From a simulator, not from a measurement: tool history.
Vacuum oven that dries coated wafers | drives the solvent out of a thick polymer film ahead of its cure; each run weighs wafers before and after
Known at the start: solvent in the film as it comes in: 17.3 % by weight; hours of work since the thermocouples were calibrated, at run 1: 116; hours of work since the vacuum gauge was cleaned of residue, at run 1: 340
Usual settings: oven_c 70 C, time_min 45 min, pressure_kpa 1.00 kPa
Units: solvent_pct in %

run,day,oven_c,time_min,pressure_kpa,hours of work since the thermocouples were calibrated,hours of work since the vacuum gauge was cleaned of residue,solvent_pct
1,0.000,70,45,1.00,116,340,1.39
2,2.817,70,45,1.00,163,387,1.40
3,4.771,70,45,1.00,195,419,1.33
4,7.583,61,45,1.00,242,466,3.07
5,10.746,70,45,1.00,295,519,1.38
6,12.483,70,45,1.00,324,548,1.37
7,16.000,70,45,1.00,382,606,1.36
8,18.075,70,55,1.00,417,641,0.93
9,20.250,70,55,1.00,453,677,0.94
10,23.529,70,55,0.63,508,732,0.84
11,26.658,70,55,0.63,560,784,0.84
12,28.588,70,55,0.63,592,816,0.82
13,30.900,70,55,0.63,630,854,0.87
14,34.567,70,55,0.63,691,915,0.83
15,37.883,70,55,0.63,746,971,0.82
16,40.062,70,52,1.00,783,1007,1.05
17,44.054,70,39,1.00,849,1073,1.73
18,46.921,70,51,1.00,897,1121,1.09
19,48.954,63,64,0.68,931,1155,1.39
20,50.838,63,74,0.68,962,1186,1.05
21,52.738,63,74,0.68,994,1218,1.06
22,55.200,63,74,0.68,1035,1259,1.09
23,58.188,63,74,0.68,1084,1308,1.09
24,62.062,56,24,1.00,1149,1373,7.31
25,65.688,56,24,1.00,1209,1433,7.37
26,68.033,70,45,0.57,1248,1472,1.19
27,71.171,67,41,2.91,1301,1525,2.79
28,74.371,81,45,3.70,1354,1578,0.99
29,76.079,66,45,1.99,1382,1606,2.35
30,79.375,66,42,1.99,1437,1661,2.53
31,81.729,70,45,1.24,1476,1700,1.40
32,84.121,70,45,1.24,1516,1740,1.34
33,86.221,70,45,1.24,1551,1775,1.40

Hidden state or all else? Some run-to-run changes of solvent_pct, split into what the settings, what came in and random variation would give without the hidden state, and what is left for the hidden state (with any gauge scatter that isn't in both results):
The hidden state here: true wafer temperature over the reading, C; true pressure over the reading, kPa; drift of the gauge itself on solvent_pct, %.
Run 3 -> 4: oven_c 70 -> 61. solvent_pct +1.74 %: hidden state +0.04, all else +1.70.
Run 23 -> 24: oven_c 63 -> 56, time_min 74 -> 24, pressure_kpa 0.68 -> 1.00. solvent_pct +6.22 %: hidden state -0.13, all else +6.35.
Run 25 -> 26: oven_c 56 -> 70, time_min 24 -> 45, pressure_kpa 1.00 -> 0.57. solvent_pct -6.18 %: hidden state +0.06, all else -6.24.
Run 27 -> 28: oven_c 67 -> 81, time_min 41 -> 45, pressure_kpa 2.91 -> 3.70. solvent_pct -1.80 %: hidden state +0.03, all else -1.83.

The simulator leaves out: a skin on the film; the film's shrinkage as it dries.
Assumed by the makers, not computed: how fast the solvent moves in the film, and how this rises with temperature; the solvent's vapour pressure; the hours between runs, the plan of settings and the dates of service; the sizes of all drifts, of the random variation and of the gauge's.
